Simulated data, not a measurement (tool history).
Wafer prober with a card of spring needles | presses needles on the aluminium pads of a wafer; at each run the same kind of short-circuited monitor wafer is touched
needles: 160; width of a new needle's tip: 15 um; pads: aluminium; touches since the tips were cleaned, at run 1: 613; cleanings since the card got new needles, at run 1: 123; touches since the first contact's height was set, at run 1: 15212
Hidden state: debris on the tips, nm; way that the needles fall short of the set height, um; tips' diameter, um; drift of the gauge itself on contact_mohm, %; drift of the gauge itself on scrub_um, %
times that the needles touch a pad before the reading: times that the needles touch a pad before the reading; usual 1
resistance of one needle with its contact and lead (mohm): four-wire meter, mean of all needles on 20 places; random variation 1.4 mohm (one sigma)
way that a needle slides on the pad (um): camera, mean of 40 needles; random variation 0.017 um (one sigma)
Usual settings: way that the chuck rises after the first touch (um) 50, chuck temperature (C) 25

run,hour,way that the chuck rises after the first touch (um),chuck temperature (C),times that the needles touch a pad before the reading,touches since the tips were cleaned,cleanings since the card got new needles,touches since the first contact's height was set,resistance of one needle with its contact and lead (mohm),way that a needle slides on the pad (um)
1,0,50,25,1,613,123,15212,117,7.59
# hour 6.4: tips cleaned on abrasive film
# hour 14.1: tips cleaned on abrasive film
# hour 22.5: tips cleaned on abrasive film
2,24.2,50,25,1,998,126,28861,117,7.59
# hour 31.6: tips cleaned on abrasive film
# hour 39.3: tips cleaned on abrasive film
3,43.9,50,25,1,2625,128,39968,113,7.56
# hour 47.6: tips cleaned on abrasive film
# hour 55.6: tips cleaned on abrasive film
# hour 63.1: tips cleaned on abrasive film
4,65.8,50,25,1,1577,131,52347,117,7.61
# hour 70.8: tips cleaned on abrasive film
# hour 78.6: tips cleaned on abrasive film
# hour 87.5: tips cleaned on abrasive film
5,87.5,50,25,1,0,134,64562,112,7.64
# hour 96.3: tips cleaned on abrasive film
# hour 104.3: tips cleaned on abrasive film
# hour 109.6: height of the first contact set anew
6,111.2,50,25,1,3745,136,919,118,7.62
# hour 112.5: tips cleaned on abrasive film
# hour 120.8: tips cleaned on abrasive film
7,127.6,50,25,1,3912,138,10195,116,7.65
# hour 129.6: tips cleaned on abrasive film
# hour 138: tips cleaned on abrasive film
8,143.5,50,25,1,3147,140,19112,116,7.61
# hour 145.4: tips cleaned on abrasive film
# hour 154.4: tips cleaned on abrasive film
9,160.3,50,25,1,3379,142,28601,116,7.64
# hour 162.2: tips cleaned on abrasive film
# hour 170.7: tips cleaned on abrasive film
# hour 179: tips cleaned on abrasive film
10,179,50,25,1,0,145,39140,114,7.63
# hour 187.3: tips cleaned on abrasive film
11,193.2,50,25,2,3337,146,47147,118,7.67
# hour 195.1: tips cleaned on abrasive film
# hour 202.7: tips cleaned on abrasive film
# hour 210.4: tips cleaned on abrasive film
12,210.4,50,25,2,0,149,56834,115,7.63
# hour 218.8: tips cleaned on abrasive film
# hour 227.3: tips cleaned on abrasive film
13,228.1,59,25,1,440,151,66809,114,9.05
# hour 236: tips cleaned on abrasive film
14,242.2,50,81,1,3505,152,74790,124,7.69
# hour 244.1: tips cleaned on abrasive film
# hour 245.4: gauge calibrated
# hour 247.3: height of the first contact set anew
# hour 252.4: tips cleaned on abrasive film
# hour 261.1: tips cleaned on abrasive film
15,263.4,50,25,2,1314,155,9091,114,7.58
# hour 269.8: tips cleaned on abrasive film
# hour 278.2: tips cleaned on abrasive film
16,281.7,50,25,2,1967,157,19413,118,7.59
# hour 286: tips cleaned on abrasive film
# hour 293.8: tips cleaned on abrasive film
17,298,37,90,2,2436,159,28652,133,5.61
# hour 301.8: tips cleaned on abrasive film
# hour 309.9: tips cleaned on abrasive film
18,314.8,37,90,2,2795,161,38116,133,5.6
# hour 317.8: tips cleaned on abrasive film
# hour 325.8: tips cleaned on abrasive film
# hour 333.5: tips cleaned on abrasive film
19,337.9,37,86,2,2506,164,51114,130,5.62
# hour 341.6: tips cleaned on abrasive film
# hour 349.6: tips cleaned on abrasive film
# hour 358.3: tips cleaned on abrasive film
20,358.9,37,59,3,330,167,62913,127,5.63
# hour 366.8: tips cleaned on abrasive film
# hour 375.2: tips cleaned on abrasive film
# hour 383: tips cleaned on abrasive film
# hour 385.1: height of the first contact set anew
21,385.6,35,73,3,1291,170,312,128,5.37
# hour 390.9: tips cleaned on abrasive film
# hour 398.7: tips cleaned on abrasive film
# hour 406.2: tips cleaned on abrasive film
22,410.6,40,38,1,2484,173,14411,124,6.13
# hour 415: tips cleaned on abrasive film
# hour 423.9: tips cleaned on abrasive film
23,428.5,40,38,1,2628,175,24509,119,6.13
# hour 431.6: tips cleaned on abrasive film
# hour 440: tips cleaned on abrasive film
# hour 448: tips cleaned on abrasive film
24,448.4,51,25,3,242,178,35737,114,7.8
# hour 456: tips cleaned on abrasive film
# hour 464.4: tips cleaned on abrasive film
25,464.9,48,50,2,280,180,45029,120,7.33
# hour 473.2: tips cleaned on abrasive film
26,478.2,50,117,2,2864,181,52543,130,7.68
# hour 481.4: tips cleaned on abrasive film
# hour 489.9: tips cleaned on abrasive film
# hour 499: tips cleaned on abrasive film
27,499,67,55,1,0,184,64280,117,10.31
# hour 506.8: tips cleaned on abrasive film
28,513.1,67,55,1,3585,185,72229,116,10.3
# hour 515: tips cleaned on abrasive film
# hour 522.3: height of the first contact set anew
# hour 523.9: tips cleaned on abrasive film
29,529.6,67,55,1,3275,187,4097,117,10.31
# hour 532.6: tips cleaned on abrasive film
# hour 540.2: tips cleaned on abrasive film
# hour 548.2: tips cleaned on abrasive film
# hour 556.1: tips cleaned on abrasive film
30,556.1,42,76,1,11,191,18986,128,6.49

Forecast each of these 3 alternatives for the next run:
# hour 562: gauge calibrated
# hour 563.9: tips cleaned on abrasive film
# hour 572.1: tips cleaned on abrasive film
# hour 579.7: tips cleaned on abrasive film
A,580.9,42,39,3,667,194,32988,?,?
# hour 562: gauge calibrated
# hour 563.9: tips cleaned on abrasive film
# hour 572.1: tips cleaned on abrasive film
# hour 579.7: tips cleaned on abrasive film
B,580.9,50,40,1,667,194,32988,?,?
# hour 562: gauge calibrated
# hour 563.9: tips cleaned on abrasive film
# hour 572.1: tips cleaned on abrasive film
# hour 579.7: tips cleaned on abrasive film
C,580.9,36,110,2,667,194,32988,?,?

run,resistance of one needle with its contact and lead (mohm),way that a needle slides on the pad (um)
A,120,6.34
B,117,7.57
C,136,5.46
Without the tool's hidden state the same runs would have given:
run,resistance of one needle with its contact and lead (mohm),way that a needle slides on the pad (um)
A,120,6.33
B,117,7.56
C,136,5.45

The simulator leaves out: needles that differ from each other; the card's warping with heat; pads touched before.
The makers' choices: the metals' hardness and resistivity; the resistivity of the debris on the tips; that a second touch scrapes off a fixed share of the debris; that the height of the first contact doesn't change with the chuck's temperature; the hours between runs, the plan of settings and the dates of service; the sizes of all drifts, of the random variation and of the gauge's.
